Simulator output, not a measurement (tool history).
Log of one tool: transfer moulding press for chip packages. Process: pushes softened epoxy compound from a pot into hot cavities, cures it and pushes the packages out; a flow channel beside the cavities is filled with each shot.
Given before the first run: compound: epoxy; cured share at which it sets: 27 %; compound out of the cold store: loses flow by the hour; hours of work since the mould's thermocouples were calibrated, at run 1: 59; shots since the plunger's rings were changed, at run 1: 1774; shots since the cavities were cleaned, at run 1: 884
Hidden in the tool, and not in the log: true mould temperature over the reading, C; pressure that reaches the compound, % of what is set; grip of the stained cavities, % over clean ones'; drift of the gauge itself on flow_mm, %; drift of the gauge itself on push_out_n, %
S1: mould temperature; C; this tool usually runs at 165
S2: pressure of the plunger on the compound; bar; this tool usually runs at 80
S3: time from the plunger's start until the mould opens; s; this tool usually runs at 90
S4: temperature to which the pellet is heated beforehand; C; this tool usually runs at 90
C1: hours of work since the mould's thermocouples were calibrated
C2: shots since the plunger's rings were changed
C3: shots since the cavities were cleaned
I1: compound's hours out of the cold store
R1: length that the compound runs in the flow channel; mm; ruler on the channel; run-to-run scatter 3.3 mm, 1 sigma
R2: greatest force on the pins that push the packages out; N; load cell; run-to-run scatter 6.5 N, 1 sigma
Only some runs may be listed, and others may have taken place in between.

| run | hour | S1 | S2 | S3 | S4 | C1 | C2 | C3 | I1 | R1 | R2 |
|---|---|---|---|---|---|---|---|---|---|---|---|
| 1 | 0 | 165 | 80 | 90 | 90 | 59 | 1774 | 884 | 15.8 | 518 | 422 |
| 2 | 8.5 | 165 | 80 | 90 | 90 | 64 | 1888 | 998 | 27.2 | 490 | 429 |
|  | 11.1 | cavities cleaned with cleaning compound and waxed |
| 3 | 20.9 | 165 | 80 | 116 | 90 | 71 | 2034 | 132 | 19.7 | 510 | 265 |
| 4 | 30.6 | 165 | 80 | 116 | 90 | 78 | 2164 | 262 | 24.9 | 495 | 311 |
| 5 | 42.5 | 165 | 80 | 116 | 90 | 86 | 2324 | 422 | 45.4 | 442 | 329 |
| 6 | 48.3 | 165 | 80 | 116 | 90 | 89 | 2401 | 499 | 24.9 | 501 | 322 |
| 7 | 59.5 | 165 | 80 | 90 | 90 | 97 | 2551 | 649 | 42.4 | 447 | 405 |
| 8 | 65.8 | 165 | 80 | 90 | 90 | 101 | 2635 | 733 | 38.2 | 455 | 394 |
| 9 | 75.7 | 165 | 91.4 | 90 | 90 | 107 | 2768 | 866 | 15.5 | 549 | 428 |
| 10 | 84.6 | 165 | 91.4 | 90 | 90 | 113 | 2887 | 985 | 31.2 | 506 | 433 |
|  | 87.8 | cavities cleaned with cleaning compound and waxed |
| 11 | 91.6 | 165 | 80 | 90 | 90 | 117 | 2961 | 51 | 20.4 | 506 | 295 |
| 12 | 102 | 165 | 80 | 90 | 90 | 124 | 3100 | 190 | 46 | 441 | 329 |
| 13 | 107.1 | 165 | 80 | 90 | 94 | 127 | 3168 | 258 | 26.5 | 481 | 360 |
| 14 | 118.4 | 165 | 80 | 90 | 94 | 134 | 3319 | 409 | 21.6 | 492 | 382 |
| 15 | 125.9 | 165 | 80 | 90 | 94 | 139 | 3420 | 510 | 19.9 | 500 | 388 |
| 16 | 134.8 | 165 | 80 | 90 | 94 | 145 | 3539 | 629 | 43.4 | 440 | 390 |
|  | 140.6 | plunger's sealing rings changed |
| 17 | 145 | 165 | 80 | 90 | 96 | 150 | 59 | 731 | 48 | 450 | 412 |

Estimate the outcome of run 18 from the log above:
| 18 | 156.6 | 165 | 80 | 90 | 96 | 158 | 215 | 887 | 45.5 | ? | ? |

R1: 457 mm
R2: 400 N
If the tool had no hidden condition, the same run with the same run-to-run variation would have returned R1 459 mm, R2 242 N.
